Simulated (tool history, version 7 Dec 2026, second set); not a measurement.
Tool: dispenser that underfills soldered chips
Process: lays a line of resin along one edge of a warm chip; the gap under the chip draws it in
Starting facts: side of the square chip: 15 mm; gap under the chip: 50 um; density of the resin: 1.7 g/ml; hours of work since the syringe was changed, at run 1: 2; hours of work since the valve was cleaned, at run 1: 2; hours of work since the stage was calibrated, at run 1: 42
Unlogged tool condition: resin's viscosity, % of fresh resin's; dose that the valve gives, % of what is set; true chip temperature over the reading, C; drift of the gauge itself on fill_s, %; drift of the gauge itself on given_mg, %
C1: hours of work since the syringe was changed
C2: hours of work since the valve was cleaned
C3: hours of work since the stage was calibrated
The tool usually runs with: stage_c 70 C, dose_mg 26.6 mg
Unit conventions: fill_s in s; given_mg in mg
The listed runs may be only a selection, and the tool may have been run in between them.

{"run": 1, "day": 0.0, "stage_c": 70, "dose_mg": 26.6, "C1": 2, "C2": 2, "C3": 42, "fill_s": 259.4, "given_mg": 26.66}
{"run": 2, "day": 0.138, "stage_c": 70, "dose_mg": 26.6, "C1": 4, "C2": 4, "C3": 44, "fill_s": 283.7, "given_mg": 26.74}
{"run": 3, "day": 0.325, "stage_c": 70, "dose_mg": 26.6, "C1": 7, "C2": 7, "C3": 47, "fill_s": 309.0, "given_mg": 26.68}
{"run": 4, "day": 0.554, "stage_c": 70, "dose_mg": 26.6, "C1": 10, "C2": 10, "C3": 50, "fill_s": 361.7, "given_mg": 26.2}
{"day": 0.638, "done": "new syringe of resin"}
{"run": 5, "day": 0.696, "stage_c": 70, "dose_mg": 26.6, "C1": 1, "C2": 12, "C3": 52, "fill_s": 246.0, "given_mg": 26.27}
{"run": 6, "day": 0.954, "stage_c": 70, "dose_mg": 26.6, "C1": 5, "C2": 16, "C3": 56, "fill_s": 284.0, "given_mg": 26.48}
{"run": 7, "day": 1.108, "stage_c": 70, "dose_mg": 26.6, "C1": 7, "C2": 18, "C3": 58, "fill_s": 310.5, "given_mg": 26.59}
{"run": 8, "day": 1.342, "stage_c": 70, "dose_mg": 26.6, "C1": 10, "C2": 21, "C3": 61, "fill_s": 357.3, "given_mg": 26.29}
{"day": 1.442, "done": "new syringe of resin"}
{"run": 9, "day": 1.658, "stage_c": 83, "dose_mg": 26.6, "C1": 3, "C2": 26, "C3": 66, "fill_s": 179.8, "given_mg": 26.02}
{"run": 10, "day": 1.817, "stage_c": 83, "dose_mg": 26.6, "C1": 5, "C2": 28, "C3": 68, "fill_s": 199.1, "given_mg": 26.09}
{"run": 11, "day": 2.021, "stage_c": 70, "dose_mg": 26.6, "C1": 8, "C2": 31, "C3": 71, "fill_s": 337.0, "given_mg": 26.11}
{"run": 12, "day": 2.188, "stage_c": 70, "dose_mg": 26.6, "C1": 11, "C2": 34, "C3": 74, "fill_s": 362.9, "given_mg": 26.04}
{"day": 2.233, "done": "new syringe of resin"}
{"run": 13, "day": 2.379, "stage_c": 70, "dose_mg": 26.6, "C1": 2, "C2": 36, "C3": 76, "fill_s": 265.3, "given_mg": 25.76}
{"run": 14, "day": 2.6, "stage_c": 70, "dose_mg": 29.3, "C1": 5, "C2": 39, "C3": 79, "fill_s": 299.1, "given_mg": 28.58}
{"run": 15, "day": 2.788, "stage_c": 70, "dose_mg": 29.3, "C1": 8, "C2": 42, "C3": 82, "fill_s": 325.2, "given_mg": 28.34}
{"day": 2.862, "done": "dispensing valve cleaned and set on the balance"}
{"run": 16, "day": 2.958, "stage_c": 57, "dose_mg": 26.6, "C1": 10, "C2": 1, "C3": 84, "fill_s": 556.3, "given_mg": 26.55}
{"day": 3.071, "done": "new syringe of resin"}
{"run": 17, "day": 3.221, "stage_c": 70, "dose_mg": 26.6, "C1": 2, "C2": 5, "C3": 88, "fill_s": 254.1, "given_mg": 26.4}
{"run": 18, "day": 3.4, "stage_c": 70, "dose_mg": 26.6, "C1": 5, "C2": 8, "C3": 90, "fill_s": 286.7, "given_mg": 26.35}
{"run": 19, "day": 3.721, "stage_c": 62, "dose_mg": 27.2, "C1": 9, "C2": 12, "C3": 95, "fill_s": 457.0, "given_mg": 26.73}
{"day": 3.862, "done": "new syringe of resin"}
{"run": 20, "day": 4.008, "stage_c": 70, "dose_mg": 25.9, "C1": 2, "C2": 16, "C3": 99, "fill_s": 264.5, "given_mg": 25.33}
{"run": 21, "day": 4.146, "stage_c": 57, "dose_mg": 32.2, "C1": 4, "C2": 18, "C3": 101, "fill_s": 418.2, "given_mg": 31.56}
{"run": 22, "day": 4.288, "stage_c": 57, "dose_mg": 32.2, "C1": 6, "C2": 20, "C3": 103, "fill_s": 470.5, "given_mg": 31.61}
{"run": 23, "day": 4.433, "stage_c": 81, "dose_mg": 23.4, "C1": 8, "C2": 22, "C3": 105, "fill_s": 246.6, "given_mg": 23.05}
{"day": 4.671, "done": "new syringe of resin"}
{"run": 24, "day": 4.762, "stage_c": 62, "dose_mg": 29.7, "C1": 1, "C2": 27, "C3": 110, "fill_s": 320.8, "given_mg": 29.16}
{"run": 25, "day": 4.996, "stage_c": 62, "dose_mg": 29.7, "C1": 5, "C2": 30, "C3": 113, "fill_s": 364.0, "given_mg": 28.93}
{"run": 26, "day": 5.162, "stage_c": 55, "dose_mg": 33.0, "C1": 7, "C2": 33, "C3": 115, "fill_s": 514.1, "given_mg": 31.9}
{"run": 27, "day": 5.379, "stage_c": 72, "dose_mg": 28.9, "C1": 10, "C2": 36, "C3": 119, "fill_s": 332.9, "given_mg": 27.83}
{"day": 5.462, "done": "new syringe of resin"}
{"run": 28, "day": 5.633, "stage_c": 57, "dose_mg": 25.8, "C1": 2, "C2": 40, "C3": 122, "fill_s": 413.3, "given_mg": 24.83}
{"run": 29, "day": 5.775, "stage_c": 60, "dose_mg": 25.6, "C1": 5, "C2": 42, "C3": 124, "fill_s": 401.1, "given_mg": 24.77}
{"day": 5.892, "done": "dispensing valve cleaned and set on the balance"}
{"run": 30, "day": 6.025, "stage_c": 64, "dose_mg": 33.9, "C1": 8, "C2": 2, "C3": 127, "fill_s": 377.4, "given_mg": 33.94}
{"day": 6.304, "done": "new syringe of resin"}
{"run": 31, "day": 6.338, "stage_c": 70, "dose_mg": 31.4, "C1": 0, "C2": 6, "C3": 132, "fill_s": 239.2, "given_mg": 30.98}
{"run": 32, "day": 6.621, "stage_c": 80, "dose_mg": 25.2, "C1": 5, "C2": 10, "C3": 136, "fill_s": 217.5, "given_mg": 25.14}
{"run": 33, "day": 6.808, "stage_c": 72, "dose_mg": 22.8, "C1": 7, "C2": 13, "C3": 138, "fill_s": 318.2, "given_mg": 22.5}
{"run": 34, "day": 6.975, "stage_c": 78, "dose_mg": 30.4, "C1": 10, "C2": 16, "C3": 141, "fill_s": 272.4, "given_mg": 29.97}
{"day": 7.1, "done": "new syringe of resin"}
{"run": 35, "day": 7.129, "stage_c": 70, "dose_mg": 33.0, "C1": 0, "C2": 18, "C3": 143, "fill_s": 230.5, "given_mg": 32.94}

What differs in the tool's unlogged condition from the final listed run ahead of each entry between runs to the first listed run following it?
Runs 4 to 5: new syringe of resin (day 0.638)
  resin's viscosity, % of fresh resin's: 150.8 -> 103.2; dose that the valve gives, % of what is set: 99.33 -> 99.17; true chip temperature over the reading, C: 0.15 -> 0.16
  what was measured, less what the result would be without the hidden state, fill_s: +121.0 -> +6.9 s; given_mg: -0.18 -> -0.22 mg
Runs 8 to 9: new syringe of resin (day 1.442)
  resin's viscosity, % of fresh resin's: 150.1 -> 113.2; dose that the valve gives, % of what is set: 98.47 -> 98.1; true chip temperature over the reading, C: 0.18 -> 0.19
  what was measured, less what the result would be without the hidden state, fill_s: +118.8 -> +20.8 s; given_mg: -0.41 -> -0.51 mg
Runs 12 to 13: new syringe of resin (day 2.233)
  resin's viscosity, % of fresh resin's: 153.9 -> 110.2; dose that the valve gives, % of what is set: 97.48 -> 97.29; true chip temperature over the reading, C: 0.2 -> 0.21
  what was measured, less what the result would be without the hidden state, fill_s: +127.1 -> +24.6 s; given_mg: -0.68 -> -0.72 mg
Runs 15 to 16: dispensing valve cleaned and set on the balance (day 2.862)
  resin's viscosity, % of fresh resin's: 139.8 -> 150.8; dose that the valve gives, % of what is set: 96.81 -> 99.51
  what was measured, less what the result would be without the hidden state, fill_s: +92.1 -> +184.9 s; given_mg: -0.93 -> -0.14 mg
Runs 16 to 17: new syringe of resin (day 3.071)
  resin's viscosity, % of fresh resin's: 150.8 -> 109; dose that the valve gives, % of what is set: 99.51 -> 99.21; true chip temperature over the reading, C: 0.22 -> 0.23
  what was measured, less what the result would be without the hidden state, fill_s: +184.9 -> +19.5 s; given_mg: -0.14 -> -0.21 mg
Runs 19 to 20: new syringe of resin (day 3.862)
  resin's viscosity, % of fresh resin's: 145.5 -> 109.4; dose that the valve gives, % of what is set: 98.65 -> 98.35; true chip temperature over the reading, C: 0.25 -> 0.26
  what was measured, less what the result would be without the hidden state, fill_s: +141.0 -> +21.8 s; given_mg: -0.36 -> -0.42 mg
Runs 23 to 24: new syringe of resin (day 4.671)
  resin's viscosity, % of fresh resin's: 140.3 -> 105.9; dose that the valve gives, % of what is set: 97.86 -> 97.5; true chip temperature over the reading, C: 0.27 -> 0.28
  what was measured, less what the result would be without the hidden state, fill_s: +70.6 -> +15.9 s; given_mg: -0.50 -> -0.74 mg
Runs 27 to 28: new syringe of resin (day 5.462)
  resin's viscosity, % of fresh resin's: 151.5 -> 109.7; dose that the valve gives, % of what is set: 96.78 -> 96.52; true chip temperature over the reading, C: 0.3 -> 0.31
  what was measured, less what the result would be without the hidden state, fill_s: +112.3 -> +36.3 s; given_mg: -0.93 -> -0.89 mg
Runs 29 to 30: dispensing valve cleaned and set on the balance (day 5.892)
  resin's viscosity, % of fresh resin's: 119.3 -> 134.5; dose that the valve gives, % of what is set: 96.36 -> 99.96; true chip temperature over the reading, C: 0.31 -> 0.32
  what was measured, less what the result would be without the hidden state, fill_s: +64.7 -> +93.8 s; given_mg: -0.93 -> -0.01 mg
Runs 30 to 31: new syringe of resin (day 6.304)
  resin's viscosity, % of fresh resin's: 134.5 -> 103.8; dose that the valve gives, % of what is set: 99.96 -> 99.59; true chip temperature over the reading, C: 0.32 -> 0.33
  what was measured, less what the result would be without the hidden state, fill_s: +93.8 -> +6.4 s; given_mg: -0.01 -> -0.13 mg
Runs 34 to 35: new syringe of resin (day 7.100)
  resin's viscosity, % of fresh resin's: 150.6 -> 101.4; dose that the valve gives, % of what is set: 98.86 -> 98.69
  what was measured, less what the result would be without the hidden state, fill_s: +89.8 -> +0.7 s; given_mg: -0.34 -> -0.44 mg
